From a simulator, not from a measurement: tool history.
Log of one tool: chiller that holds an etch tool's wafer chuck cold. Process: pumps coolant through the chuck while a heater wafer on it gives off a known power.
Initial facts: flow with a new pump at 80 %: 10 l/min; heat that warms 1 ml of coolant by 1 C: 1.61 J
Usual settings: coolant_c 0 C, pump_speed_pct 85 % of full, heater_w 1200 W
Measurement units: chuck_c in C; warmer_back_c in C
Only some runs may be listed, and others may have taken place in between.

run 1 day=0 | coolant_c=0 pump_speed_pct=85 heater_w=1200 | chuck_c=9.8 warmer_back_c=4.24
run 2 day=3.258 | coolant_c=0 pump_speed_pct=85 heater_w=1200 | chuck_c=9.9 warmer_back_c=4.28
run 3 day=4.746 | coolant_c=0 pump_speed_pct=85 heater_w=1200 | chuck_c=9.6 warmer_back_c=4.28
run 4 day=8.233 | coolant_c=0 pump_speed_pct=85 heater_w=1200 | chuck_c=9.8 warmer_back_c=4.31
-- day=10.029 coolant changed, channels flushed
run 5 day=10.617 | coolant_c=0 pump_speed_pct=85 heater_w=1170 | chuck_c=8.8 warmer_back_c=4.17
run 6 day=12.425 | coolant_c=0 pump_speed_pct=79 heater_w=1200 | chuck_c=9.4 warmer_back_c=4.62
run 7 day=15.196 | coolant_c=4 pump_speed_pct=85 heater_w=1200 | chuck_c=13.2 warmer_back_c=4.35
run 8 day=18.492 | coolant_c=4 pump_speed_pct=85 heater_w=1200 | chuck_c=13 warmer_back_c=4.29
run 9 day=20.292 | coolant_c=4 pump_speed_pct=85 heater_w=1200 | chuck_c=13 warmer_back_c=4.3
run 10 day=22.429 | coolant_c=4 pump_speed_pct=85 heater_w=1200 | chuck_c=13.1 warmer_back_c=4.35
run 11 day=24.838 | coolant_c=4 pump_speed_pct=85 heater_w=1200 | chuck_c=12.9 warmer_back_c=4.31
run 12 day=26.992 | coolant_c=4 pump_speed_pct=85 heater_w=1200 | chuck_c=13.1 warmer_back_c=4.33
run 13 day=28.592 | coolant_c=4 pump_speed_pct=85 heater_w=1200 | chuck_c=13.1 warmer_back_c=4.29
run 14 day=31.412 | coolant_c=0 pump_speed_pct=85 heater_w=1026 | chuck_c=7.6 warmer_back_c=3.74
run 15 day=34.521 | coolant_c=0 pump_speed_pct=85 heater_w=1200 | chuck_c=9 warmer_back_c=4.42
run 16 day=37.583 | coolant_c=0 pump_speed_pct=85 heater_w=703 | chuck_c=5.2 warmer_back_c=2.6
run 17 day=39.762 | coolant_c=5 pump_speed_pct=85 heater_w=1084 | chuck_c=13.2 warmer_back_c=3.99
run 18 day=42.854 | coolant_c=2 pump_speed_pct=88 heater_w=1658 | chuck_c=14.6 warmer_back_c=5.93
run 19 day=45.025 | coolant_c=2 pump_speed_pct=88 heater_w=1658 | chuck_c=14.3 warmer_back_c=5.9
run 20 day=47.721 | coolant_c=7 pump_speed_pct=80 heater_w=752 | chuck_c=12.7 warmer_back_c=2.94
run 21 day=50.108 | coolant_c=8 pump_speed_pct=90 heater_w=813 | chuck_c=13.7 warmer_back_c=2.83
run 22 day=52.904 | coolant_c=8 pump_speed_pct=90 heater_w=813 | chuck_c=13.7 warmer_back_c=2.84
run 23 day=56.125 | coolant_c=1 pump_speed_pct=87 heater_w=1632 | chuck_c=13.6 warmer_back_c=5.89
run 24 day=58.483 | coolant_c=1 pump_speed_pct=87 heater_w=1632 | chuck_c=13.4 warmer_back_c=6.01
run 25 day=61.254 | coolant_c=-7 pump_speed_pct=79 heater_w=615 | chuck_c=-2.4 warmer_back_c=2.46
run 26 day=63.35 | coolant_c=0 pump_speed_pct=71 heater_w=828 | chuck_c=7.1 warmer_back_c=3.72
run 27 day=66.704 | coolant_c=0 pump_speed_pct=71 heater_w=828 | chuck_c=7.2 warmer_back_c=3.69
run 28 day=69.1 | coolant_c=-4 pump_speed_pct=76 heater_w=1648 | chuck_c=10.1 warmer_back_c=6.96
run 29 day=70.767 | coolant_c=0 pump_speed_pct=63 heater_w=1258 | chuck_c=12.3 warmer_back_c=6.38
run 30 day=74.079 | coolant_c=0 pump_speed_pct=78 heater_w=1778 | chuck_c=15.1 warmer_back_c=7.28
run 31 day=76.717 | coolant_c=0 pump_speed_pct=78 heater_w=1778 | chuck_c=15.1 warmer_back_c=7.39

Consider 4 possible next runs. They are alternatives, not a sequence: every one starts from the tool as it was left by run 31. What does each give?
run A day=79.112 | coolant_c=-8 pump_speed_pct=73 heater_w=1778 | chuck_c=? warmer_back_c=?
run B day=79.112 | coolant_c=0 pump_speed_pct=60 heater_w=1778 | chuck_c=? warmer_back_c=?
run C day=79.112 | coolant_c=0 pump_speed_pct=85 heater_w=896 | chuck_c=? warmer_back_c=?
run D day=79.112 | coolant_c=-5 pump_speed_pct=80 heater_w=1291 | chuck_c=? warmer_back_c=?

run=A chuck_c=8.1 warmer_back_c=7.81
run=B chuck_c=18.5 warmer_back_c=9.47
run=C chuck_c=6.8 warmer_back_c=3.38
run=D chuck_c=5.6 warmer_back_c=5.18
Without the tool's hidden state the same runs would have given:
run=A chuck_c=7.1 warmer_back_c=7.21
run=B chuck_c=17.3 warmer_back_c=8.74
run=C chuck_c=6.8 warmer_back_c=3.12
run=D chuck_c=5.2 warmer_back_c=4.78
